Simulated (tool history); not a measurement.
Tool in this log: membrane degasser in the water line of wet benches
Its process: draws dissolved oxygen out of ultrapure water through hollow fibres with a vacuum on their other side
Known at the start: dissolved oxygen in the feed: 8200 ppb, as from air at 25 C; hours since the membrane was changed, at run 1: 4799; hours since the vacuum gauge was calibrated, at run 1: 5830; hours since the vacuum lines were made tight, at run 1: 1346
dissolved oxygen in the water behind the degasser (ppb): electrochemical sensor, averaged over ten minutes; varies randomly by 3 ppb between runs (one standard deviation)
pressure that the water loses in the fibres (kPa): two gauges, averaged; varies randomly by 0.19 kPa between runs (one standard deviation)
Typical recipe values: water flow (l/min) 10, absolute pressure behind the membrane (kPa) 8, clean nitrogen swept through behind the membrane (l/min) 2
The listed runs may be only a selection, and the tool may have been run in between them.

run	day	water flow (l/min)	absolute pressure behind the membrane (kPa)	clean nitrogen swept through behind the membrane (l/min)	hours since the membrane was changed	hours since the vacuum gauge was calibrated	hours since the vacuum lines were made tight	dissolved oxygen in the water behind the degasser (ppb)	pressure that the water loses in the fibres (kPa)
1	0	10	8	2	4799	5830	1346	368.2	42.66
2	2.5	10	8	1.31	4859	5890	1406	399.9	42.99
3	6.379	10	8	1.31	4952	5984	1499	405.4	43
4	10.633	10	8	1.28	5054	6086	1602	408.2	43.01
5	13.579	10	8	1.28	5125	6156	1672	408.3	42.86
6	16.846	10	8	2.02	5203	6235	1751	375.1	43.26
7	21.742	10	13.98	2	5321	6352	1868	451.3	43.32
8	24.121	10	8	2	5378	6409	1925	378.8	43.53
9	27.592	10	8	2	5461	6493	2009	386	43.42
10	31.733	10	8	2	5561	6592	2108	380.2	43.47
11	35.833	10	8	2	5659	6690	2206	394.4	43.27
12	41.079	6	8	2	5785	6816	2332	107	26.32
13	44.075	6	8	2	5857	6888	2404	105.9	25.9
14	48.512	6	8	5.79	5963	6995	2511	81.8	26.13
15	53.329	6	8	5.79	6079	7110	2626	81.2	26.14
16	57.679	6	8	5.79	6183	7215	2731	83.2	26.2
17	61.183	6	8	5.79	6267	7299	2815	84	26.19
18	65.125	10	8	2.37	6362	7393	2909	387.7	43.64
19	68.425	10	19.45	0.81	6441	7473	2989	770.5	44.13
# day 68.896: vacuum gauge calibrated
20	73.571	10	19.45	0.81	6564	112	3112	769.8	44.22
21	78.379	13	7.34	0.97	6680	228	3227	732.8	57.04
22	80.708	8	7.34	0.97	6735	284	3283	270.4	35.31
23	85.621	10	8.36	1.53	6853	401	3401	421	44.09
24	88.767	9	8.36	2.47	6929	477	3476	311.2	39.87
25	93.033	9	10.58	1.46	7031	579	3579	369.5	40.1
26	95.575	9	10.58	1.46	7092	640	3640	377.5	39.66
27	100.825	10	6.31	4.11	7218	766	3766	367.2	44.74
28	105.833	10	6.31	4.11	7338	887	3886	366.3	44.6
29	110.792	10	6.31	4.11	7457	1005	4005	376	44.76
30	116.017	10	6.31	4.11	7583	1131	4130	375.9	44.85
31	119.075	7	16.45	0.87	7656	1204	4204	387.5	31.33
32	123.975	7	16.45	0.87	7774	1322	4321	386.6	31.33
33	127.85	8	11.22	3.26	7867	1415	4414	250.1	35.79

Difference, measured minus no-hidden-state, one row per run. Run-to-run variation is common to both terms; the gauge's own scatter need not be:
Unlogged tool condition in this case: membrane still open, %; true pressure behind the membrane over the reading, kPa; air that leaks in behind the membrane, l/min; drift of the gauge itself on oxygen_ppb, %; drift of the gauge itself on loss_of_pressure_kpa, %.
run	dissolved oxygen in the water behind the degasser (ppb)	pressure that the water loses in the fibres (kPa)
1	+68	+2.83
2	+71.3	+2.88
3	+73.4	+2.94
4	+75.3	+3
5	+76.4	+3.04
6	+74.8	+3.1
7	+78.2	+3.17
8	+78.1	+3.23
9	+80.6	+3.29
10	+80.9	+3.34
11	+85.1	+3.4
12	+27.6	+2.09
13	+27.8	+2.12
14	+25.5	+2.17
15	+25.7	+2.21
16	+26.6	+2.25
17	+27.3	+2.28
18	+94.1	+3.85
19	+103.8	+3.92
20	+96.3	+4.01
21	+143.2	+5.27
22	+63.8	+3.3
23	+98.9	+4.18
24	+82.9	+3.84
25	+84.7	+3.92
26	+87.3	+3.96
27	+104.3	+4.46
28	+105.5	+4.55
29	+109.9	+4.64
30	+111.4	+4.72
31	+63.9	+3.33
32	+65	+3.39
33	+76.4	+3.94

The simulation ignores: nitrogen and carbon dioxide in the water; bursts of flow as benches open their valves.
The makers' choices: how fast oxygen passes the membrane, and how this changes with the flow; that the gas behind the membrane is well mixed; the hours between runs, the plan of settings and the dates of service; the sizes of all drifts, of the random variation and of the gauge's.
